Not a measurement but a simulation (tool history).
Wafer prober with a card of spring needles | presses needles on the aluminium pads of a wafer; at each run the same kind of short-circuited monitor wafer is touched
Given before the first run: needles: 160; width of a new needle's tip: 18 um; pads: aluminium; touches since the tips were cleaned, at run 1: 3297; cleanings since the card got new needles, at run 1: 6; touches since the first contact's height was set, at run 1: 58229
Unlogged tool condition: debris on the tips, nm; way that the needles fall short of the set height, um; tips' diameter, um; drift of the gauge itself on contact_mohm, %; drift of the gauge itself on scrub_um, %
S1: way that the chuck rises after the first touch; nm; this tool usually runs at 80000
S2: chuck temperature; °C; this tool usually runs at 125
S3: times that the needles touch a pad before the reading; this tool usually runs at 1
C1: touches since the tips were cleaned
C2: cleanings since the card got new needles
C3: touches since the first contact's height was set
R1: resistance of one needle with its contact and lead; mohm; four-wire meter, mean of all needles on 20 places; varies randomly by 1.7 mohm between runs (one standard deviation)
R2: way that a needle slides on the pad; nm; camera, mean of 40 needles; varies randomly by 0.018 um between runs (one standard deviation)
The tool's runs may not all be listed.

Run 1, hour 0: usual settings; C1 3297; C2 6; C3 58229. Result: R1 177 mohm, R2 15230 nm.
Run 2, hour 10.9: usual settings; C1 5124; C2 6; C3 60056. Result: R1 181 mohm, R2 15270 nm.
Run 3, hour 20.2: usual settings; C1 6678; C2 6; C3 61610. Result: R1 182 mohm, R2 15270 nm.
Run 4, hour 26.6: usual settings but S2 59 °C; C1 7744; C2 6; C3 62676. Result: R1 170 mohm, R2 15270 nm.
At hour 30.6: tips cleaned on abrasive film.
Run 5, hour 37.7: usual settings; C1 1192; C2 7; C3 64520. Result: R1 179 mohm, R2 15280 nm.
Run 6, hour 45.6: usual settings; C1 2511; C2 7; C3 65839. Result: R1 179 mohm, R2 15270 nm.
Run 7, hour 52: usual settings but S2 54 °C; C1 3581; C2 7; C3 66909. Result: R1 167 mohm, R2 15280 nm.
Run 8, hour 62.5: usual settings but S2 54 °C; C1 5334; C2 7; C3 68662. Result: R1 166 mohm, R2 15290 nm.
Run 9, hour 72.2: usual settings but S2 54 °C; C1 6953; C2 7; C3 70281. Result: R1 166 mohm, R2 15280 nm.
Run 10, hour 79.2: usual settings but S2 54 °C; C1 8115; C2 7; C3 71443. Result: R1 168 mohm, R2 15280 nm.
At hour 80.1: tips cleaned on abrasive film.
Run 11, hour 84.8: usual settings but S2 99 °C; C1 792; C2 8; C3 72370. Result: R1 177 mohm, R2 15290 nm.
Run 12, hour 92.2: usual settings but S2 99 °C; C1 2028; C2 8; C3 73606. Result: R1 172 mohm, R2 15290 nm.
Run 13, hour 102.8: usual settings but S2 99 °C; C1 3788; C2 8; C3 75366. Result: R1 173 mohm, R2 15290 nm.
Run 14, hour 113.9: usual settings but S2 99 °C; C1 5655; C2 8; C3 77233. Result: R1 175 mohm, R2 15330 nm.
Run 15, hour 124.9: usual settings but S2 99 °C; C1 7486; C2 8; C3 79064. Result: R1 176 mohm, R2 15330 nm.
At hour 129.9: tips cleaned on abrasive film.
Run 16, hour 132.9: usual settings but S1 63000 nm, S2 99 °C; C1 506; C2 9; C3 80391. Result: R1 182 mohm, R2 12050 nm.
Run 17, hour 138.1: usual settings but S1 63000 nm, S2 99 °C, S3 3; C1 1378; C2 9; C3 81263. Result: R1 180 mohm, R2 12060 nm.
Run 18, hour 144.3: usual settings but S1 77000 nm; C1 2410; C2 9; C3 82295. Result: R1 177 mohm, R2 14740 nm.
Run 19, hour 151.4: usual settings but S1 97000 nm, S2 30 °C; C1 3596; C2 9; C3 83481. Result: R1 160 mohm, R2 18610 nm.
Run 20, hour 156.2: usual settings but S1 68000 nm, S2 117 °C, S3 3; C1 4396; C2 9; C3 84281. Result: R1 179 mohm, R2 13020 nm.
Run 21, hour 167.2: usual settings but S1 68000 nm, S2 74 °C, S3 2; C1 6240; C2 9; C3 86125. Result: R1 173 mohm, R2 13020 nm.
Run 22, hour 172.9: usual settings but S1 91000 nm, S2 98 °C, S3 2; C1 7181; C2 9; C3 87066. Result: R1 173 mohm, R2 17430 nm.

What will run 23 give?
At hour 179.4: tips cleaned on abrasive film.
Run 23, hour 183: usual settings but S1 91000 nm, S2 98 °C, S3 2; C1 603; C2 10; C3 88739. Result: R1 ?, R2 ?.

R1: 173 mohm
R2: 17430 nm
Were there no unlogged condition in the tool, this run, its random variation unchanged, would have produced R1 173 mohm, R2 17350 nm.

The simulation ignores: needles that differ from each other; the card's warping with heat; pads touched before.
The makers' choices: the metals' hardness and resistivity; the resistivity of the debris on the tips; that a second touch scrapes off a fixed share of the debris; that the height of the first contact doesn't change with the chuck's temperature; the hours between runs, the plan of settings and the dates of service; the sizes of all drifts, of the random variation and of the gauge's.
